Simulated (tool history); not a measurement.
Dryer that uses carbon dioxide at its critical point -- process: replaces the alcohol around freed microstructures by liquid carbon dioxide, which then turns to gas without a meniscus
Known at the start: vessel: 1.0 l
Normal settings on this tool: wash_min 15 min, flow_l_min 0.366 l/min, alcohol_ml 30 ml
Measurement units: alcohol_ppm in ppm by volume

| run | hour | wash_min | flow_l_min | alcohol_ml | alcohol_ppm |
|---|---|---|---|---|---|
| 1 | 0 | 15 | 0.366 | 30 | 342 |
| 2 | 9.7 | 15 | 0.366 | 30 | 338 |
| 3 | 24.6 | 24 | 0.366 | 30 | 40 |
| 4 | 34.9 | 15 | 0.234 | 30 | 1573 |
| 5 | 50.3 | 12 | 0.366 | 30 | 845 |
| 6 | 63.3 | 12 | 0.366 | 30 | 841 |
| 7 | 71.8 | 15 | 0.423 | 30 | 190 |
| 8 | 82.7 | 15 | 0.521 | 30 | 68 |
| 9 | 97.4 | 15 | 0.521 | 51 | 120 |
| 10 | 110.3 | 15 | 0.366 | 57 | 668 |
| 11 | 127.9 | 15 | 0.366 | 30 | 362 |
| 12 | 140.6 | 15 | 0.366 | 30 | 366 |
| 13 | 152.9 | 15 | 0.366 | 30 | 371 |
| 14 | 162.7 | 15 | 0.366 | 58 | 711 |
| 15 | 175.2 | 15 | 0.366 | 30 | 379 |
| 16 | 186.8 | 11 | 0.366 | 30 | 1164 |
| 17 | 201.1 | 11 | 0.366 | 30 | 1193 |
| 18 | 212.2 | 11 | 0.366 | 65 | 2623 |
| 19 | 220 | 15 | 0.366 | 30 | 390 |
| 20 | 234.6 | 15 | 0.366 | 30 | 387 |
| 21 | 242.2 | 19 | 0.341 | 96 | 543 |
| 22 | 256.2 | 22 | 0.445 | 42 | 41 |
| 23 | 267 | 22 | 0.445 | 42 | 39 |
| 24 | 284.1 | 16 | 0.445 | 42 | 173 |
| 25 | 302 | 15 | 0.238 | 24 | 1365 |
| 26 | 317.1 | 15 | 0.382 | 113 | 1251 |
| 27 | 330.4 | 20 | 0.22 | 30 | 885 |
| 28 | 339.9 | 15 | 0.417 | 84 | 644 |
| 29 | 351.1 | 13 | 0.606 | 58 | 145 |
| 30 | 369 | 13 | 0.307 | 41 | 1764 |
| 31 | 385.4 | 10 | 0.29 | 40 | 4097 |
| 32 | 394.5 | 9 | 0.299 | 28 | 3360 |
| 33 | 409.9 | 18 | 0.299 | 42 | 634 |
| 34 | 424.5 | 16 | 0.366 | 30 | 333 |
| 35 | 440.4 | 16 | 0.366 | 30 | 328 |
| 36 | 448.7 | 15 | 0.589 | 30 | 66 |
| 37 | 460.1 | 15 | 0.366 | 47 | 667 |
| 38 | 470.7 | 15 | 0.366 | 47 | 671 |
| 39 | 484.2 | 15 | 0.366 | 23 | 349 |
| 40 | 494 | 15 | 0.366 | 23 | 345 |

Predict each of these 5 candidate next runs independently; none follows another, all start after run 40:
|  | 501 | inlet filter changed |
| A | 512 | 24 | 0.366 | 107 | ? |
|  | 501 | inlet filter changed |
| B | 512 | 15 | 0.332 | 68 | ? |
|  | 501 | inlet filter changed |
| C | 512 | 15 | 0.256 | 66 | ? |
|  | 501 | inlet filter changed |
| D | 512 | 14 | 0.485 | 30 | ? |
|  | 501 | inlet filter changed |
| E | 512 | 13 | 0.372 | 25 | ? |

| run | alcohol_ppm |
|---|---|
| A | 67 |
| B | 912 |
| C | 2280 |
| D | 123 |
| E | 391 |
With no hidden state in the tool, these same runs would have given:
| run | alcohol_ppm |
|---|---|
| A | 39 |
| B | 863 |
| C | 2207 |
| D | 94 |
| E | 356 |
